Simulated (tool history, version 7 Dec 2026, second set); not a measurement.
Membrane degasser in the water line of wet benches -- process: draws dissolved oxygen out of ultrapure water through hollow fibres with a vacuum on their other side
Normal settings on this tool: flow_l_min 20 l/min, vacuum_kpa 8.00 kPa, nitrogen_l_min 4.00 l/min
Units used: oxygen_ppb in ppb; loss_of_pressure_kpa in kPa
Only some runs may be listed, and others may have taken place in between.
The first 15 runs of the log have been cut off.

run	hour	flow_l_min	vacuum_kpa	nitrogen_l_min	hours since the membrane was changed	hours since the vacuum gauge was calibrated	hours since the vacuum lines were made tight	oxygen_ppb	loss_of_pressure_kpa
16	811.0	20	9.89	4.00	3157	5470	1529	86.9	40.56
17	867.8	20	9.89	4.00	3213	5526	1586	85.8	41.09
18	908.6	20	9.89	5.43	3254	5567	1627	67.8	40.86
19	977.3	20	9.20	2.24	3323	5636	1695	132.3	40.95
20	1025.5	20	9.20	2.24	3371	5684	1744	134.4	41.02
21	1092.2	29	8.00	4.00	3438	5751	1810	119.3	59.38
22	1167.9	13	8.00	4.00	3514	5827	1886	39.0	26.51
23	1245.5	29	13.74	1.80	3591	5904	1964	410.8	59.08
24	1317.2	15	13.43	3.75	3663	5976	2035	101.1	30.73
25	1372.3	23	5.13	7.72	3718	6031	2090	27.4	46.34
# hour 1400.4: gauge calibrated
26	1436.5	21	5.13	10.42	3782	6095	2155	18.0	43.72
27	1509.8	21	5.13	10.42	3855	6168	2228	17.6	43.93
28	1586.3	21	5.16	5.12	3932	6245	2305	27.6	43.93
29	1641.6	17	11.38	10.38	3987	6300	2360	35.6	35.49
30	1681.8	12	8.00	4.00	4027	6340	2400	35.6	25.19
31	1720.5	12	8.00	4.00	4066	6379	2439	34.8	24.73
32	1795.9	15	8.00	3.10	4142	6454	2514	57.7	31.19

Each row is a separate what-if for the run after 32, all from the same tool condition, not one after another. Results?
A	1828.3	20	9.45	4.00	4174	6487	2547	?	?
B	1828.3	20	8.00	7.91	4174	6487	2547	?	?
C	1828.3	20	13.29	3.98	4174	6487	2547	?	?

run	oxygen_ppb	loss_of_pressure_kpa
A	80.4	41.44
B	37.5	41.34
C	128.6	41.45
With no hidden state in the tool, these same runs would have given:
run	oxygen_ppb	loss_of_pressure_kpa
A	80.3	41.72
B	37.4	41.62
C	128.5	41.72

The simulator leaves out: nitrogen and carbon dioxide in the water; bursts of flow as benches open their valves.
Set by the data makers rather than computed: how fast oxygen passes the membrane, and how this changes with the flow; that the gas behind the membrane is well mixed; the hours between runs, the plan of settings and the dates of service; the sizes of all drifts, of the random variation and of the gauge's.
